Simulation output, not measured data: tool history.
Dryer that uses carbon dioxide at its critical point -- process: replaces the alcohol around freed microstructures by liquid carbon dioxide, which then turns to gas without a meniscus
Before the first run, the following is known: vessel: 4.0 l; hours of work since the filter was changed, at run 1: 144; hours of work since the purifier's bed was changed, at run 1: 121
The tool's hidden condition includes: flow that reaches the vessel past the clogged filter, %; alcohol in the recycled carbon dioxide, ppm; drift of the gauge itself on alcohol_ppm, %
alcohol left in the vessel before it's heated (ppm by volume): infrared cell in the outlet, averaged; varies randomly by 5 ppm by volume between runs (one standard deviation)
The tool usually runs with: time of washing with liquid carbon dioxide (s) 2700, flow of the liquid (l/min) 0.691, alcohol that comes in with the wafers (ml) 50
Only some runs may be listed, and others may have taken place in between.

run,hour,time of washing with liquid carbon dioxide (s),flow of the liquid (l/min),alcohol that comes in with the wafers (ml),hours of work since the filter was changed,hours of work since the purifier's bed was changed,alcohol left in the vessel before it's heated (ppm by volume)
1,0.0,2700,0.691,50,144,121,66
2,8.9,2700,0.691,50,148,125,84
3,20.5,2700,0.691,50,153,130,85
4,39.9,2700,0.691,50,162,139,84
5,54.3,2700,0.691,50,168,145,90
6,70.1,2700,0.691,50,175,152,80
7,84.5,2700,0.984,50,182,158,45
8,97.6,2700,0.691,50,187,164,93
9,108.8,2700,0.691,50,192,169,90
10,122.4,2700,0.471,50,198,175,344
11,135.3,2700,0.691,67,204,181,104
12,144.2,4260,0.691,50,208,185,50
13,156.8,4260,0.691,50,213,190,48
14,167.2,4260,0.691,50,218,195,58
15,181.6,4260,0.691,50,224,201,50
16,199.9,4260,0.461,27,232,209,75
17,218.7,2760,1.154,98,241,217,59
18,227.3,2700,0.560,50,244,221,199
19,235.9,3360,0.826,52,248,225,60
20,250.6,3360,0.826,52,255,231,59
21,268.2,3360,0.826,52,262,239,61
22,280.8,2940,0.823,52,268,245,66
23,290.0,3360,1.050,29,272,249,55
24,304.3,3360,0.427,63,278,255,304
25,321.6,2700,0.691,61,286,263,115
26,333.5,2700,1.014,61,291,268,66
27,348.8,2700,1.148,23,298,275,72
28,358.7,2700,1.148,44,302,279,65
29,373.3,4140,0.627,77,309,285,74
30,391.4,2520,0.745,77,317,293,127

What if the next run were any one of these 4? Each begins from the tool's condition after run 30:
A,405.5,2700,1.076,21,323,300,?
B,405.5,2460,0.724,77,323,300,?
C,405.5,2700,0.691,52,323,300,?
D,405.5,4140,0.800,118,323,300,?

run,alcohol left in the vessel before it's heated (ppm by volume)
A,65
B,166
C,122
D,73
Take away the tool's hidden state, keep each run's random variation, and the runs would have read:
run,alcohol left in the vessel before it's heated (ppm by volume)
A,0
B,80
C,44
D,3
